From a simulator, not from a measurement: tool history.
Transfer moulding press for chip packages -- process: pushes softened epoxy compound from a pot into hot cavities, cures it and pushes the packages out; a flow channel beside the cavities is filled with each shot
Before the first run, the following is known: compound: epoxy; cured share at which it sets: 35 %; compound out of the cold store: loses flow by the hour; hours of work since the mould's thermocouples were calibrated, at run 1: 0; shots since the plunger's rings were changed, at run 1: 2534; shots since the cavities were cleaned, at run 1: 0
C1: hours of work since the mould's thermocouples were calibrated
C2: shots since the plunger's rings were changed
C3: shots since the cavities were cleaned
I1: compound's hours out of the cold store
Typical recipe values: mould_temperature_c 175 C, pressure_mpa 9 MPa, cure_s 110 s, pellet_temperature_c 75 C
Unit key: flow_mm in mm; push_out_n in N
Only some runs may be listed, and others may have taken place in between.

{"run": 1, "day": 0.0, "mould_temperature_c": 175, "pressure_mpa": 9, "cure_s": 110, "pellet_temperature_c": 75, "C1": 0, "C2": 2534, "C3": 0, "I1": 40.7, "flow_mm": 868, "push_out_n": 436}
{"day": 0.579, "done": "plunger's sealing rings changed"}
{"run": 2, "day": 3.879, "mould_temperature_c": 175, "pressure_mpa": 9, "cure_s": 110, "pellet_temperature_c": 75, "C1": 57, "C2": 761, "C3": 871, "I1": 21.5, "flow_mm": 959, "push_out_n": 737}
{"day": 4.229, "done": "cavities cleaned with cleaning compound and waxed"}
{"run": 3, "day": 7.496, "mould_temperature_c": 175, "pressure_mpa": 9, "cure_s": 110, "pellet_temperature_c": 75, "C1": 110, "C2": 1582, "C3": 754, "I1": 34.3, "flow_mm": 900, "push_out_n": 713}
{"day": 8.454, "done": "cavities cleaned with cleaning compound and waxed"}
{"run": 4, "day": 10.304, "mould_temperature_c": 175, "pressure_mpa": 9.2, "cure_s": 110, "pellet_temperature_c": 75, "C1": 151, "C2": 2215, "C3": 427, "I1": 19.7, "flow_mm": 963, "push_out_n": 640}
{"day": 12.229, "done": "plunger's sealing rings changed"}
{"day": 12.725, "done": "cavities cleaned with cleaning compound and waxed"}
{"run": 5, "day": 13.171, "mould_temperature_c": 173, "pressure_mpa": 9, "cure_s": 110, "pellet_temperature_c": 75, "C1": 191, "C2": 203, "C3": 103, "I1": 27.6, "flow_mm": 945, "push_out_n": 512}
{"run": 6, "day": 15.633, "mould_temperature_c": 173, "pressure_mpa": 9, "cure_s": 110, "pellet_temperature_c": 75, "C1": 228, "C2": 771, "C3": 671, "I1": 33.9, "flow_mm": 916, "push_out_n": 765}
{"day": 16.917, "done": "cavities cleaned with cleaning compound and waxed"}
{"run": 7, "day": 17.242, "mould_temperature_c": 175, "pressure_mpa": 8.41, "cure_s": 110, "pellet_temperature_c": 75, "C1": 251, "C2": 1128, "C3": 75, "I1": 15.8, "flow_mm": 935, "push_out_n": 458}
{"run": 8, "day": 19.412, "mould_temperature_c": 175, "pressure_mpa": 9, "cure_s": 110, "pellet_temperature_c": 75, "C1": 284, "C2": 1629, "C3": 576, "I1": 45.3, "flow_mm": 853, "push_out_n": 654}
{"day": 21.292, "done": "cavities cleaned with cleaning compound and waxed"}
{"run": 9, "day": 21.333, "mould_temperature_c": 175, "pressure_mpa": 9, "cure_s": 110, "pellet_temperature_c": 75, "C1": 312, "C2": 2058, "C3": 9, "I1": 10.6, "flow_mm": 983, "push_out_n": 437}
{"day": 22.167, "done": "mould's thermocouples calibrated"}
{"day": 24.088, "done": "plunger's sealing rings changed"}
{"run": 10, "day": 24.338, "mould_temperature_c": 175, "pressure_mpa": 9, "cure_s": 110, "pellet_temperature_c": 75, "C1": 31, "C2": 57, "C3": 659, "I1": 27.3, "flow_mm": 942, "push_out_n": 710}
{"day": 25.671, "done": "cavities cleaned with cleaning compound and waxed"}
{"run": 11, "day": 27.612, "mould_temperature_c": 175, "pressure_mpa": 9, "cure_s": 110, "pellet_temperature_c": 75, "C1": 79, "C2": 799, "C3": 448, "I1": 12.7, "flow_mm": 991, "push_out_n": 659}
{"day": 29.871, "done": "cavities cleaned with cleaning compound and waxed"}
{"run": 12, "day": 29.871, "mould_temperature_c": 175, "pressure_mpa": 9, "cure_s": 110, "pellet_temperature_c": 75, "C1": 112, "C2": 1306, "C3": 0, "I1": 42.9, "flow_mm": 872, "push_out_n": 416}
{"run": 13, "day": 32.504, "mould_temperature_c": 175, "pressure_mpa": 9, "cure_s": 110, "pellet_temperature_c": 75, "C1": 151, "C2": 1913, "C3": 607, "I1": 32.9, "flow_mm": 904, "push_out_n": 683}
{"day": 34.221, "done": "cavities cleaned with cleaning compound and waxed"}
{"run": 14, "day": 34.392, "mould_temperature_c": 175, "pressure_mpa": 9, "cure_s": 110, "pellet_temperature_c": 75, "C1": 179, "C2": 2335, "C3": 40, "I1": 16.7, "flow_mm": 959, "push_out_n": 456}
{"day": 35.788, "done": "plunger's sealing rings changed"}
{"run": 15, "day": 37.088, "mould_temperature_c": 175, "pressure_mpa": 8.37, "cure_s": 126, "pellet_temperature_c": 75, "C1": 217, "C2": 300, "C3": 637, "I1": 47.2, "flow_mm": 838, "push_out_n": 666}
{"day": 38.646, "done": "cavities cleaned with cleaning compound and waxed"}
{"run": 16, "day": 40.458, "mould_temperature_c": 175, "pressure_mpa": 9, "cure_s": 110, "pellet_temperature_c": 78, "C1": 267, "C2": 1064, "C3": 418, "I1": 44.1, "flow_mm": 869, "push_out_n": 629}
{"day": 42.767, "done": "cavities cleaned with cleaning compound and waxed"}
{"run": 17, "day": 43.812, "mould_temperature_c": 175, "pressure_mpa": 9, "cure_s": 98, "pellet_temperature_c": 75, "C1": 316, "C2": 1824, "C3": 241, "I1": 16.3, "flow_mm": 960, "push_out_n": 629}
{"day": 44.442, "done": "mould's thermocouples calibrated"}
{"run": 18, "day": 46.142, "mould_temperature_c": 175, "pressure_mpa": 6.81, "cure_s": 110, "pellet_temperature_c": 65, "C1": 25, "C2": 2342, "C3": 759, "I1": 32.8, "flow_mm": 778, "push_out_n": 725}
{"day": 47.112, "done": "cavities cleaned with cleaning compound and waxed"}
{"day": 47.496, "done": "plunger's sealing rings changed"}
{"run": 19, "day": 49.538, "mould_temperature_c": 175, "pressure_mpa": 10.43, "cure_s": 110, "pellet_temperature_c": 72, "C1": 74, "C2": 471, "C3": 537, "I1": 21.2, "flow_mm": 1032, "push_out_n": 670}
{"day": 51.617, "done": "cavities cleaned with cleaning compound and waxed"}
{"run": 20, "day": 52.029, "mould_temperature_c": 180, "pressure_mpa": 9, "cure_s": 113, "pellet_temperature_c": 73, "C1": 110, "C2": 1031, "C3": 95, "I1": 27.8, "flow_mm": 907, "push_out_n": 452}
{"run": 21, "day": 53.862, "mould_temperature_c": 175, "pressure_mpa": 9, "cure_s": 130, "pellet_temperature_c": 67, "C1": 138, "C2": 1455, "C3": 519, "I1": 39, "flow_mm": 888, "push_out_n": 616}
{"day": 55.792, "done": "cavities cleaned with cleaning compound and waxed"}
{"run": 22, "day": 56.625, "mould_temperature_c": 175, "pressure_mpa": 9.24, "cure_s": 125, "pellet_temperature_c": 83, "C1": 178, "C2": 2077, "C3": 192, "I1": 9.5, "flow_mm": 1005, "push_out_n": 496}
{"day": 59.242, "done": "plunger's sealing rings changed"}
{"run": 23, "day": 59.908, "mould_temperature_c": 175, "pressure_mpa": 9.24, "cure_s": 125, "pellet_temperature_c": 83, "C1": 226, "C2": 154, "C3": 926, "I1": 24, "flow_mm": 963, "push_out_n": 719}
{"day": 60.254, "done": "cavities cleaned with cleaning compound and waxed"}
{"run": 24, "day": 63.062, "mould_temperature_c": 175, "pressure_mpa": 9.42, "cure_s": 123, "pellet_temperature_c": 75, "C1": 272, "C2": 867, "C3": 647, "I1": 41.9, "flow_mm": 901, "push_out_n": 673}
{"day": 64.596, "done": "cavities cleaned with cleaning compound and waxed"}
{"run": 25, "day": 65.821, "mould_temperature_c": 175, "pressure_mpa": 9.87, "cure_s": 110, "pellet_temperature_c": 82, "C1": 312, "C2": 1489, "C3": 282, "I1": 17.9, "flow_mm": 1010, "push_out_n": 587}
{"day": 66.829, "done": "mould's thermocouples calibrated"}
{"day": 68.904, "done": "cavities cleaned with cleaning compound and waxed"}
{"run": 26, "day": 69.6, "mould_temperature_c": 175, "pressure_mpa": 7.62, "cure_s": 112, "pellet_temperature_c": 70, "C1": 41, "C2": 2329, "C3": 161, "I1": 16.7, "flow_mm": 876, "push_out_n": 502}
{"day": 71.092, "done": "plunger's sealing rings changed"}
{"run": 27, "day": 71.612, "mould_temperature_c": 172, "pressure_mpa": 6.84, "cure_s": 120, "pellet_temperature_c": 84, "C1": 69, "C2": 121, "C3": 601, "I1": 12.3, "flow_mm": 886, "push_out_n": 689}

Estimate the outcome of run 28 from the log above:
{"day": 73.146, "done": "cavities cleaned with cleaning compound and waxed"}
{"run": 28, "day": 74.312, "mould_temperature_c": 172, "pressure_mpa": 6.84, "cure_s": 120, "pellet_temperature_c": 84, "C1": 109, "C2": 730, "C3": 270, "I1": 41.4, "flow_mm": "?", "push_out_n": "?"}

flow_mm: 781 mm
push_out_n: 565 N
Had the tool carried no hidden state, the very same run would have given flow_mm 788 mm, push_out_n 413 N.
